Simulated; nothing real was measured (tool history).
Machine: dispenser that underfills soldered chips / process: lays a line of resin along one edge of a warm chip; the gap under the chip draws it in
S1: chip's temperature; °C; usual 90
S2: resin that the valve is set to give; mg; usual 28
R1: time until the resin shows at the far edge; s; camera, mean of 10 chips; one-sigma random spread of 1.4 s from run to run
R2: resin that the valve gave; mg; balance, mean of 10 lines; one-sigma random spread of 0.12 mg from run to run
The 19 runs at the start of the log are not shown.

{"run": 20, "hour": 64.7, "S1": 78, "S2": 28, "R1": 333.3, "R2": 27.59}
{"run": 21, "hour": 67.2, "S1": 104, "S2": 35.9, "R1": 182.5, "R2": 35.41}
{"run": 22, "hour": 70.9, "S1": 98, "S2": 25, "R1": 265.1, "R2": 24.72}
{"hour": 71.8, "done": "new syringe of resin"}
{"run": 23, "hour": 75.9, "S1": 89, "S2": 33.4, "R1": 163.8, "R2": 32.74}
{"run": 24, "hour": 79.9, "S1": 88, "S2": 34.1, "R1": 207.8, "R2": 33.35}
{"run": 25, "hour": 84.2, "S1": 93, "S2": 34.1, "R1": 223.7, "R2": 33.25}
{"run": 26, "hour": 87.5, "S1": 96, "S2": 31.5, "R1": 243.9, "R2": 30.58}
{"hour": 90.6, "done": "new syringe of resin"}
{"run": 27, "hour": 92.0, "S1": 81, "S2": 27.1, "R1": 189.1, "R2": 26.43}
{"run": 28, "hour": 95.1, "S1": 81, "S2": 27.1, "R1": 221.4, "R2": 26.31}
{"run": 29, "hour": 98.0, "S1": 81, "S2": 28, "R1": 251.8, "R2": 27.2}
{"run": 30, "hour": 100.1, "S1": 81, "S2": 28, "R1": 283.9, "R2": 27.13}
{"run": 31, "hour": 102.8, "S1": 88, "S2": 30.9, "R1": 260.4, "R2": 29.79}
{"run": 32, "hour": 108.0, "S1": 94, "S2": 24, "R1": 294.3, "R2": 23.07}
{"hour": 109.3, "done": "new syringe of resin"}
{"run": 33, "hour": 112.6, "S1": 84, "S2": 29.3, "R1": 187.8, "R2": 28.09}

Run 34 has not been measured yet. What should we expect?
{"run": 34, "hour": 117.9, "S1": 90, "S2": 31.4, "R1": "?", "R2": "?"}

For run 34 the tool returned R1 203 s, R2 30.04 mg.
If the tool had no hidden condition, the same run with the same run-to-run variation would have returned R1 130 s, R2 31.46 mg.
